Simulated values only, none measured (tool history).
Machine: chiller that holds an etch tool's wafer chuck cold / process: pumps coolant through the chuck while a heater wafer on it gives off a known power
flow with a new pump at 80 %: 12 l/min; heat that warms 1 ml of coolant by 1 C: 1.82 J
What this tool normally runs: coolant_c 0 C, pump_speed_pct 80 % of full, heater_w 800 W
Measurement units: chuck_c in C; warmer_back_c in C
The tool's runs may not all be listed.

run    hour  coolant_c  pump_speed_pct  heater_w  chuck_c  warmer_back_c
  1       0          0              80       800      5.6            2.2
  2    46.7          0              80       800      5.6           2.16
  3    84.5          0              80       800      5.7           2.17
  4     133          0              80       800      5.7           2.22
  5   205.3          0              73       800      6.1           2.43
  6   284.2          0              73       800      6.2            2.4
  7     331          0              73       800        6           2.39
  8   365.3          0              73       800      5.9           2.36
  9   431.7          0              78       800      5.9           2.19
 10   480.3          0              80       800      5.6           2.16
 11   553.3          0              80       800      5.6           2.15
 12   616.3          0              80       800      5.8           2.15
 13   653.4          0              80       800      5.7           2.12
 14   731.8          0              80       800      5.8           2.16
 15   800.7          0              80       800      5.5           2.15
 16   849.1          9              80       800     14.5           2.11
      917.6  -- chiller's thermometer calibrated
 17   923.8          9              80       800     14.7           2.16
 18   971.2          9              80       800     14.4           2.11
 19  1017.3          4              80       482      7.5           1.27
 20  1066.6          4              80       482      7.4           1.21
 21  1129.5          5              79       800     10.6           2.14
 22  1185.9         -3              80       800      2.5           2.09
 23  1235.2          0              69       800      6.5            2.5
 24  1311.4          0              69       800      6.4           2.44
 25  1378.1          0              62       800        7           2.77
 26  1423.6          7              61       463     11.1           1.59
 27  1502.9         -5              77       831      1.1           2.23
 28  1566.5         -5              77       831        1            2.2
 29  1628.2         -5              77       831        1           2.19
 30  1701.6         -5              77       831      1.1           2.21
 31  1763.2          0              78      1168      8.4           3.15

Pick out some run-to-run changes in warmer_back_c. Of each, how much would a tool without hidden state show as well, from the settings, what came in and chance, and how much is left for the hidden state and any gauge scatter not in both results compared?
Hidden state present: heat passed by the chuck's channels, % of clean ones'; flow at a given pump speed, % of a new pump's; coolant's true temperature over the reading, C; drift of the gauge itself on chuck_c, C; drift of the gauge itself on warmer_back_c, C.
Run 1 -> 2: settings left as they were, no log entry in between. warmer_back_c -0.04 C: hidden state -0.01, all else -0.03.
Run 4 -> 5: pump_speed_pct 80 -> 73. warmer_back_c +0.21 C: hidden state -0.01, all else +0.22.
Run 17 -> 18: settings left as they were, no log entry in between. warmer_back_c -0.05 C: hidden state -0.02, all else -0.03.
Run 20 -> 21: coolant_c 4 -> 5, pump_speed_pct 80 -> 79, heater_w 482 -> 800. warmer_back_c +0.93 C: hidden state -0.01, all else +0.94.
Run 25 -> 26: coolant_c 0 -> 7, pump_speed_pct 62 -> 61, heater_w 800 -> 463. warmer_back_c -1.18 C: hidden state -0.01, all else -1.17.
Run 30 -> 31: coolant_c -5 -> 0, pump_speed_pct 77 -> 78, heater_w 831 -> 1168. warmer_back_c +0.94 C: hidden state +0, all else +0.94.
